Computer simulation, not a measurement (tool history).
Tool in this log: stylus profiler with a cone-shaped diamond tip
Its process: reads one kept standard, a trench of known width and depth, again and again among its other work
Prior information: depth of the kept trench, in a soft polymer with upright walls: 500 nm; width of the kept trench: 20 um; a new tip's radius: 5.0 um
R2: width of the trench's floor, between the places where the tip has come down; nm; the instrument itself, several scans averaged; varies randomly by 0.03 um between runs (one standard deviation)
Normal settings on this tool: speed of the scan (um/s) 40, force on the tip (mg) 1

{"run": 1, "hour": 0.0, "speed of the scan (um/s)": 40, "force on the tip (mg)": 1, "depth of the trench (nm)": 505.46, "R2": 12050}
{"run": 2, "hour": 9.2, "speed of the scan (um/s)": 40, "force on the tip (mg)": 0.46, "depth of the trench (nm)": 503.79, "R2": 11880}
{"run": 3, "hour": 29.3, "speed of the scan (um/s)": 40, "force on the tip (mg)": 1.12, "depth of the trench (nm)": 505.46, "R2": 12040}
{"run": 4, "hour": 50.2, "speed of the scan (um/s)": 40, "force on the tip (mg)": 1, "depth of the trench (nm)": 505.38, "R2": 11940}
{"run": 5, "hour": 71.0, "speed of the scan (um/s)": 40, "force on the tip (mg)": 1, "depth of the trench (nm)": 505.35, "R2": 11920}
{"run": 6, "hour": 92.9, "speed of the scan (um/s)": 40, "force on the tip (mg)": 1, "depth of the trench (nm)": 505.12, "R2": 11920}
{"run": 7, "hour": 107.3, "speed of the scan (um/s)": 40, "force on the tip (mg)": 1, "depth of the trench (nm)": 505.43, "R2": 11860}
{"hour": 110.8, "done": "new tip fitted, height scale calibrated"}
{"run": 8, "hour": 131.5, "speed of the scan (um/s)": 84, "force on the tip (mg)": 1, "depth of the trench (nm)": 503.67, "R2": 15160}
{"run": 9, "hour": 150.0, "speed of the scan (um/s)": 40, "force on the tip (mg)": 0.82, "depth of the trench (nm)": 502.99, "R2": 15370}
{"run": 10, "hour": 165.1, "speed of the scan (um/s)": 40, "force on the tip (mg)": 0.82, "depth of the trench (nm)": 503.51, "R2": 15310}
{"run": 11, "hour": 182.6, "speed of the scan (um/s)": 40, "force on the tip (mg)": 0.96, "depth of the trench (nm)": 503.6, "R2": 15200}
{"run": 12, "hour": 193.3, "speed of the scan (um/s)": 40, "force on the tip (mg)": 0.96, "depth of the trench (nm)": 503.55, "R2": 15200}
{"run": 13, "hour": 210.1, "speed of the scan (um/s)": 40, "force on the tip (mg)": 0.96, "depth of the trench (nm)": 503.59, "R2": 15200}
{"run": 14, "hour": 221.5, "speed of the scan (um/s)": 40, "force on the tip (mg)": 0.96, "depth of the trench (nm)": 503.59, "R2": 15180}
{"run": 15, "hour": 231.4, "speed of the scan (um/s)": 108, "force on the tip (mg)": 0.96, "depth of the trench (nm)": 503.53, "R2": 14780}
{"run": 16, "hour": 246.1, "speed of the scan (um/s)": 40, "force on the tip (mg)": 1, "depth of the trench (nm)": 503.64, "R2": 15100}
{"run": 17, "hour": 255.4, "speed of the scan (um/s)": 40, "force on the tip (mg)": 1, "depth of the trench (nm)": 503.75, "R2": 15050}
{"run": 18, "hour": 268.9, "speed of the scan (um/s)": 40, "force on the tip (mg)": 1, "depth of the trench (nm)": 503.99, "R2": 14980}
{"run": 19, "hour": 288.1, "speed of the scan (um/s)": 40, "force on the tip (mg)": 1, "depth of the trench (nm)": 503.67, "R2": 14920}
{"run": 20, "hour": 309.8, "speed of the scan (um/s)": 40, "force on the tip (mg)": 1, "depth of the trench (nm)": 503.86, "R2": 14900}
{"hour": 311.6, "done": "height scale calibrated on a step standard"}
{"run": 21, "hour": 330.7, "speed of the scan (um/s)": 40, "force on the tip (mg)": 1, "depth of the trench (nm)": 503.89, "R2": 14830}
{"run": 22, "hour": 344.1, "speed of the scan (um/s)": 40, "force on the tip (mg)": 1, "depth of the trench (nm)": 504.01, "R2": 14820}
{"run": 23, "hour": 366.3, "speed of the scan (um/s)": 40, "force on the tip (mg)": 1, "depth of the trench (nm)": 503.73, "R2": 14740}
{"run": 24, "hour": 382.5, "speed of the scan (um/s)": 40, "force on the tip (mg)": 1.27, "depth of the trench (nm)": 504.8, "R2": 14790}
{"run": 25, "hour": 400.7, "speed of the scan (um/s)": 141, "force on the tip (mg)": 0.37, "depth of the trench (nm)": 502.54, "R2": 13560}
{"run": 26, "hour": 414.2, "speed of the scan (um/s)": 141, "force on the tip (mg)": 0.37, "depth of the trench (nm)": 502.48, "R2": 13570}
{"run": 27, "hour": 433.4, "speed of the scan (um/s)": 141, "force on the tip (mg)": 0.37, "depth of the trench (nm)": 502.1, "R2": 13480}
{"hour": 435.7, "done": "height scale calibrated on a step standard, once more"}
{"run": 28, "hour": 454.4, "speed of the scan (um/s)": 141, "force on the tip (mg)": 0.37, "depth of the trench (nm)": 501.89, "R2": 13450}
{"run": 29, "hour": 468.7, "speed of the scan (um/s)": 11, "force on the tip (mg)": 0.44, "depth of the trench (nm)": 502.12, "R2": 14660}
{"run": 30, "hour": 487.9, "speed of the scan (um/s)": 58, "force on the tip (mg)": 0.48, "depth of the trench (nm)": 502.13, "R2": 14200}
{"run": 31, "hour": 497.8, "speed of the scan (um/s)": 58, "force on the tip (mg)": 0.48, "depth of the trench (nm)": 502.21, "R2": 14180}
{"run": 32, "hour": 510.4, "speed of the scan (um/s)": 58, "force on the tip (mg)": 0.48, "depth of the trench (nm)": 502.32, "R2": 14150}
{"run": 33, "hour": 531.1, "speed of the scan (um/s)": 11, "force on the tip (mg)": 0.94, "depth of the trench (nm)": 503.29, "R2": 14540}
{"run": 34, "hour": 551.0, "speed of the scan (um/s)": 19, "force on the tip (mg)": 0.52, "depth of the trench (nm)": 502.27, "R2": 14380}
{"run": 35, "hour": 565.9, "speed of the scan (um/s)": 11, "force on the tip (mg)": 1, "depth of the trench (nm)": 503.58, "R2": 14450}
{"run": 36, "hour": 576.6, "speed of the scan (um/s)": 11, "force on the tip (mg)": 1, "depth of the trench (nm)": 503.79, "R2": 14370}
{"run": 37, "hour": 591.2, "speed of the scan (um/s)": 11, "force on the tip (mg)": 1, "depth of the trench (nm)": 503.67, "R2": 14370}
{"run": 38, "hour": 613.0, "speed of the scan (um/s)": 114, "force on the tip (mg)": 0.53, "depth of the trench (nm)": 502.39, "R2": 13440}
{"run": 39, "hour": 623.2, "speed of the scan (um/s)": 13, "force on the tip (mg)": 0.39, "depth of the trench (nm)": 502.1, "R2": 14250}
{"run": 40, "hour": 633.0, "speed of the scan (um/s)": 71, "force on the tip (mg)": 0.44, "depth of the trench (nm)": 502.6, "R2": 13670}
{"run": 41, "hour": 645.2, "speed of the scan (um/s)": 71, "force on the tip (mg)": 0.44, "depth of the trench (nm)": 502.48, "R2": 13690}
{"run": 42, "hour": 658.3, "speed of the scan (um/s)": 20, "force on the tip (mg)": 0.8, "depth of the trench (nm)": 503.26, "R2": 14160}
{"run": 43, "hour": 677.4, "speed of the scan (um/s)": 49, "force on the tip (mg)": 1.34, "depth of the trench (nm)": 504.72, "R2": 13980}
{"run": 44, "hour": 694.1, "speed of the scan (um/s)": 52, "force on the tip (mg)": 0.34, "depth of the trench (nm)": 502.07, "R2": 13660}
{"run": 45, "hour": 703.4, "speed of the scan (um/s)": 52, "force on the tip (mg)": 0.34, "depth of the trench (nm)": 502.01, "R2": 13640}
{"run": 46, "hour": 721.3, "speed of the scan (um/s)": 52, "force on the tip (mg)": 0.34, "depth of the trench (nm)": 502.01, "R2": 13620}

Measured less the same run without the tool's hidden state. The same run-to-run variation is in both; the gauge's scatter may not be:
The tool's hidden condition here consists of: radius of the tip, um; height scale over the true one, %; drift of the gauge itself on depth_nm, %; drift of the gauge itself on floor_um, %.
run=1 depth_of_the_trench_(nm)=+1.75 R2=-3350
run=2 depth_of_the_trench_(nm)=+1.75 R2=-3370
run=3 depth_of_the_trench_(nm)=+1.79 R2=-3390
run=4 depth_of_the_trench_(nm)=+1.81 R2=-3430
run=5 depth_of_the_trench_(nm)=+1.84 R2=-3470
run=6 depth_of_the_trench_(nm)=+1.86 R2=-3500
run=7 depth_of_the_trench_(nm)=+1.89 R2=-3530
run=8 depth_of_the_trench_(nm)=+0.05 R2=+0
run=9 depth_of_the_trench_(nm)=+0.07 R2=-50
run=10 depth_of_the_trench_(nm)=+0.1 R2=-90
run=11 depth_of_the_trench_(nm)=+0.11 R2=-150
run=12 depth_of_the_trench_(nm)=+0.13 R2=-170
run=13 depth_of_the_trench_(nm)=+0.16 R2=-220
run=14 depth_of_the_trench_(nm)=+0.16 R2=-250
run=15 depth_of_the_trench_(nm)=+0.18 R2=-290
run=16 depth_of_the_trench_(nm)=+0.19 R2=-330
run=17 depth_of_the_trench_(nm)=+0.21 R2=-350
run=18 depth_of_the_trench_(nm)=+0.22 R2=-390
run=19 depth_of_the_trench_(nm)=+0.25 R2=-440
run=20 depth_of_the_trench_(nm)=+0.28 R2=-510
run=21 depth_of_the_trench_(nm)=+0.45 R2=-560
run=22 depth_of_the_trench_(nm)=+0.46 R2=-590
run=23 depth_of_the_trench_(nm)=+0.49 R2=-660
run=24 depth_of_the_trench_(nm)=+0.51 R2=-690
run=25 depth_of_the_trench_(nm)=+0.53 R2=-740
run=26 depth_of_the_trench_(nm)=+0.55 R2=-770
run=27 depth_of_the_trench_(nm)=+0.57 R2=-820
run=28 depth_of_the_trench_(nm)=+0.08 R2=-870
run=29 depth_of_the_trench_(nm)=+0.09 R2=-920
run=30 depth_of_the_trench_(nm)=+0.12 R2=-970
run=31 depth_of_the_trench_(nm)=+0.14 R2=-990
run=32 depth_of_the_trench_(nm)=+0.15 R2=-1020
run=33 depth_of_the_trench_(nm)=+0.17 R2=-1070
run=34 depth_of_the_trench_(nm)=+0.2 R2=-1120
run=35 depth_of_the_trench_(nm)=+0.22 R2=-1150
run=36 depth_of_the_trench_(nm)=+0.24 R2=-1180
run=37 depth_of_the_trench_(nm)=+0.25 R2=-1210
run=38 depth_of_the_trench_(nm)=+0.28 R2=-1270
run=39 depth_of_the_trench_(nm)=+0.29 R2=-1290
run=40 depth_of_the_trench_(nm)=+0.31 R2=-1320
run=41 depth_of_the_trench_(nm)=+0.32 R2=-1340
run=42 depth_of_the_trench_(nm)=+0.34 R2=-1370
run=43 depth_of_the_trench_(nm)=+0.36 R2=-1420
run=44 depth_of_the_trench_(nm)=+0.38 R2=-1460
run=45 depth_of_the_trench_(nm)=+0.39 R2=-1470
run=46 depth_of_the_trench_(nm)=+0.42 R2=-1520
